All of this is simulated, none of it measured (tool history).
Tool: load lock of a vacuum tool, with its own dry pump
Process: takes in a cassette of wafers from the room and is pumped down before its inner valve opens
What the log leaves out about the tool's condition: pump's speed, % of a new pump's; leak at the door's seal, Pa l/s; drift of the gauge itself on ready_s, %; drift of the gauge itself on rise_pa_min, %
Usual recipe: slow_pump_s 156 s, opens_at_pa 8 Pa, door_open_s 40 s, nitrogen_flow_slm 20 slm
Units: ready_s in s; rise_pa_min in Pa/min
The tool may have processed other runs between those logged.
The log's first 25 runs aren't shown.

run    hour  slow_pump_s  opens_at_pa  door_open_s  nitrogen_flow_slm  hours that the pump has run since its overhaul  times that the door has closed on its seal  incoming humidity of the room's air, %  ready_s  rise_pa_min
 26  3756.9           92            8           40                 41                                            6266                                       56271                                    47.0    167.6        0.407
 27  3880.7          188            9           26                 22                                            6390                                       56801                                    45.6    252.3        0.411
 28  4048.7           89            7           40                 20                                            6558                                       57521                                    45.3    167.6        0.430
 29  4190.1          299            7           40                 20                                            6699                                       58127                                    44.0    352.0        0.438
 30  4324.6          119           15           40                 20                                            6834                                       58703                                    44.6    186.1        0.447
 31  4492.5          119           15           40                 20                                            7002                                       59422                                    46.0    186.7        0.442
 32  4699.2          119            8           40                 20                                            7208                                       60307                                    46.8    193.2        0.458
 33  4888.2           86            8           45                 20                                            7397                                       61117                                    43.7    163.7        0.465
 34  5077.8           86            8           45                 20                                            7587                                       61929                                    44.3    162.3        0.485
 35  5203.4           88            8           45                 10                                            7713                                       62467                                    47.8    165.5        0.493
 36  5297.2          148            8           37                  8                                            7806                                       62869                                    47.5    219.3        0.483
 37  5500.9          156            8          120                 25                                            8010                                       63741                                    46.9    222.0        0.506

Branching from run 37: 4 alternative next runs. What would each branch give?
  A  5635.4          156            8           70                 25                                            8145                                       64317                                    46.3        ?            ?
  B  5635.4          156           13           40                 20                                            8145                                       64317                                    45.8        ?            ?
  C  5635.4          291            8          120                 30                                            8145                                       64317                                    43.7        ?            ?
  D  5635.4          156            8           29                 20                                            8145                                       64317                                    47.0        ?            ?

run  ready_s  rise_pa_min
  A    225.6        0.518
  B    223.5        0.511
  C    344.0        0.510
  D    227.2        0.505
Stripped of hidden state, with their random variation kept, the same runs would have yielded:
run  ready_s  rise_pa_min
  A    220.0        0.021
  B    218.3        0.019
  C    339.7        0.019
  D    221.6        0.015
